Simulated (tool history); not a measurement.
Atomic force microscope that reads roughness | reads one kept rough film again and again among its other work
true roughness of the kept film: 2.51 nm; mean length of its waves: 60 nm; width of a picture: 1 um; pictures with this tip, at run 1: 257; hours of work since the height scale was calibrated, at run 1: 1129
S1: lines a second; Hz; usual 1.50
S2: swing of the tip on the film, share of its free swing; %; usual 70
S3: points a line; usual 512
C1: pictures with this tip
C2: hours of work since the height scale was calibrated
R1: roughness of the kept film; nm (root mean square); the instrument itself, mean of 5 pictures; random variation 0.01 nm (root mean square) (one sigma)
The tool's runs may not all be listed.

{"run": 1, "hour": 0.0, "S1": 1.5, "S2": 70, "S3": 512, "C1": 257, "C2": 1129, "R1": 2.169}
{"run": 2, "hour": 32.2, "S1": 1.5, "S2": 70, "S3": 512, "C1": 301, "C2": 1154, "R1": 2.146}
{"hour": 52.6, "done": "new tip fitted"}
{"run": 3, "hour": 59.8, "S1": 1.5, "S2": 70, "S3": 512, "C1": 9, "C2": 1175, "R1": 2.272}
{"run": 4, "hour": 83.7, "S1": 1.5, "S2": 70, "S3": 512, "C1": 42, "C2": 1194, "R1": 2.259}
{"run": 5, "hour": 125.2, "S1": 1.5, "S2": 70, "S3": 512, "C1": 98, "C2": 1226, "R1": 2.231}
{"run": 6, "hour": 162.3, "S1": 1.5, "S2": 70, "S3": 712, "C1": 148, "C2": 1255, "R1": 2.2}
{"run": 7, "hour": 207.1, "S1": 2.57, "S2": 70, "S3": 712, "C1": 208, "C2": 1290, "R1": 2.103}
{"hour": 212.2, "done": "height scale calibrated on a step standard"}
{"run": 8, "hour": 233.0, "S1": 2.57, "S2": 70, "S3": 569, "C1": 242, "C2": 16, "R1": 2.075}
{"run": 9, "hour": 271.8, "S1": 1.5, "S2": 70, "S3": 512, "C1": 294, "C2": 47, "R1": 2.147}
{"hour": 298.0, "done": "new tip fitted"}
{"run": 10, "hour": 303.1, "S1": 1.5, "S2": 59, "S3": 268, "C1": 6, "C2": 71, "R1": 2.314}
{"run": 11, "hour": 342.6, "S1": 0.85, "S2": 59, "S3": 268, "C1": 60, "C2": 101, "R1": 2.352}
{"run": 12, "hour": 368.7, "S1": 1.35, "S2": 70, "S3": 512, "C1": 95, "C2": 122, "R1": 2.249}
{"hour": 387.3, "done": "height scale calibrated on a step standard, once more"}
{"run": 13, "hour": 391.4, "S1": 1.35, "S2": 70, "S3": 512, "C1": 124, "C2": 3, "R1": 2.246}
{"run": 14, "hour": 439.9, "S1": 1.93, "S2": 59, "S3": 512, "C1": 190, "C2": 41, "R1": 2.278}
{"run": 15, "hour": 476.6, "S1": 1.93, "S2": 59, "S3": 512, "C1": 239, "C2": 70, "R1": 2.252}
{"run": 16, "hour": 522.3, "S1": 1.93, "S2": 59, "S3": 286, "C1": 301, "C2": 106, "R1": 2.21}
{"hour": 542.6, "done": "new tip fitted"}
{"run": 17, "hour": 565.0, "S1": 1.93, "S2": 59, "S3": 286, "C1": 30, "C2": 138, "R1": 2.336}
{"run": 18, "hour": 597.9, "S1": 1.93, "S2": 59, "S3": 286, "C1": 74, "C2": 164, "R1": 2.305}

5 ways to go on from here, each from the tool as it stands after run 18. What would each give?
{"run": "A", "hour": 628.3, "S1": 1.66, "S2": 59, "S3": 856, "C1": 115, "C2": 188, "R1": "?"}
{"run": "B", "hour": 628.3, "S1": 1.92, "S2": 57, "S3": 276, "C1": 115, "C2": 188, "R1": "?"}
{"run": "C", "hour": 628.3, "S1": 1.08, "S2": 57, "S3": 298, "C1": 115, "C2": 188, "R1": "?"}
{"run": "D", "hour": 628.3, "S1": 1.4, "S2": 60, "S3": 512, "C1": 115, "C2": 188, "R1": "?"}
{"run": "E", "hour": 628.3, "S1": 1.5, "S2": 67, "S3": 512, "C1": 115, "C2": 188, "R1": "?"}

run=A R1=2.313
run=B R1=2.296
run=C R1=2.332
run=D R1=2.308
run=E R1=2.259
Without the tool's hidden state the same runs would have given:
run=A R1=2.373
run=B R1=2.356
run=C R1=2.392
run=D R1=2.368
run=E R1=2.318

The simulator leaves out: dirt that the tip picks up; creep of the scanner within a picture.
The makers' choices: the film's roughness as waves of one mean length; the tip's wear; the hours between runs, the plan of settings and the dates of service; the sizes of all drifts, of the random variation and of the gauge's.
